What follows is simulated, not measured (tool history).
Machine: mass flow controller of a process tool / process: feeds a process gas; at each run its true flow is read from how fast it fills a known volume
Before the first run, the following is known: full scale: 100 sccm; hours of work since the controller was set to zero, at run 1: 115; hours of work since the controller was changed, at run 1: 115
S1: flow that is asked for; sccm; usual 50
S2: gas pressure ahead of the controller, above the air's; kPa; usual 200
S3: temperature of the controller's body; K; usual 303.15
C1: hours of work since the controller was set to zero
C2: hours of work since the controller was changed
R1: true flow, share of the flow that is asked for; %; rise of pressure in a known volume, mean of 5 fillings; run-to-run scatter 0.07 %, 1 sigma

run    hour  S1   S2      S3    C1    C2      R1
  1       0  50  200  303.15   115   115   99.36
  2      79  50  171  303.15   146   146   99.53
  3   179.5  50  171  303.15   184   184   99.57
  4   264.7  50  171  303.15   217   217    99.5
  5   332.8  50  200  303.15   243   243   99.22
  6   413.5  50  200  303.15   274   274   99.24
  7   553.5  50  200  303.15   328   328   99.11
  8   659.9  50  230  303.15   369   369   98.82
  9   754.4  64  230  303.15   405   405   99.21
 10   880.1  55  200  303.15   453   453   99.12
 11  1016.5  50  200  303.15   506   506   99.02
 12  1142.9  50  200  303.15   554   554   99.03
 13    1260  50  200  307.15   599   599   99.41
 14  1399.8  50  200  303.15   653   653   99.06
 15    1487  50  200  303.15   686   686   99.09
 16  1638.2  50  234  303.15   744   744   98.58
 17  1789.5  50  196  303.15   803   803   98.92
 18  1915.2  50  200  303.15   851   851   98.68
 19  2069.4  50  200  303.15   910   910   98.65
 20  2189.7  50  200  303.15   956   956    98.7
 21  2333.1  50  200  303.15  1011  1011   98.72
 22  2461.8  50  200  303.15  1061  1061   98.65
 23  2611.7  50  200  303.15  1118  1118   98.59
 24  2687.9  50  200  303.15  1148  1148   98.71
 25  2823.9  54  235  303.15  1200  1200   98.42
 26  2940.1  54  235  303.15  1244  1244   98.48
 27  3045.4  75  150  305.15  1285  1285    99.7
 28    3136  75  150  304.15  1320  1320    99.6
 29  3244.2  75  150  310.15  1361  1361  100.08
 30  3356.7  22  238  299.15  1404  1404   96.49
 31  3453.8  65  237  299.15  1442  1442    98.4
 32  3578.3  39  200  303.15  1489  1489   97.87
 33  3656.6  39  200  303.15  1520  1520    97.9
     3666.9  -- controller's zero set anew
 34  3821.6  49  200  301.15    59  1583   97.87
 35  3899.3  50  185  298.15    89  1613   97.68
 36  4010.2  10  193  303.15   132  1655   93.66
 37  4135.4  41  197  303.15   180  1703   97.54
 38  4297.2  41  199  303.15   242  1765   97.39
 39  4428.2  47  243  295.15   292  1816   96.91
 40  4513.7  47  146  295.15   325  1848   97.49
     4557.3  -- controller's zero set anew, once more
 41  4647.6  47  146  295.15    35  1900   98.39
 42  4808.6  47  146  295.15    97  1962   98.36
 43  4885.9  14  146  298.15   126  1991   97.93
 44  5020.4  22  146  303.15   178  2043   98.26
 45  5138.4  72  233  297.15   223  2088   98.39
 46  5263.4  18  233  297.15   271  2136    96.9
 47  5346.3  15  155  295.15   303  2168   97.21

Describe how what the log doesn't record of the tool's condition differs between the last listed run preceding each entry between runs and the first listed run following it.
Between runs 33 and 34: controller's zero set anew (hour 3666.9)
  flow at rest that the sensor doesn't see, % of full scale: -0.288 -> -0.424; true flow over the shown one, %: -0.37 -> -0.4
  difference, measured minus the result without the unlogged condition, R1: -1.11 -> -1.26 %
Between runs 40 and 41: controller's zero set anew, once more (hour 4557.3)
  flow at rest that the sensor doesn't see, % of full scale: -0.471 -> -0.008; true flow over the shown one, %: -0.49 -> -0.51
  difference, measured minus the result without the unlogged condition, R1: -1.49 -> -0.53 %
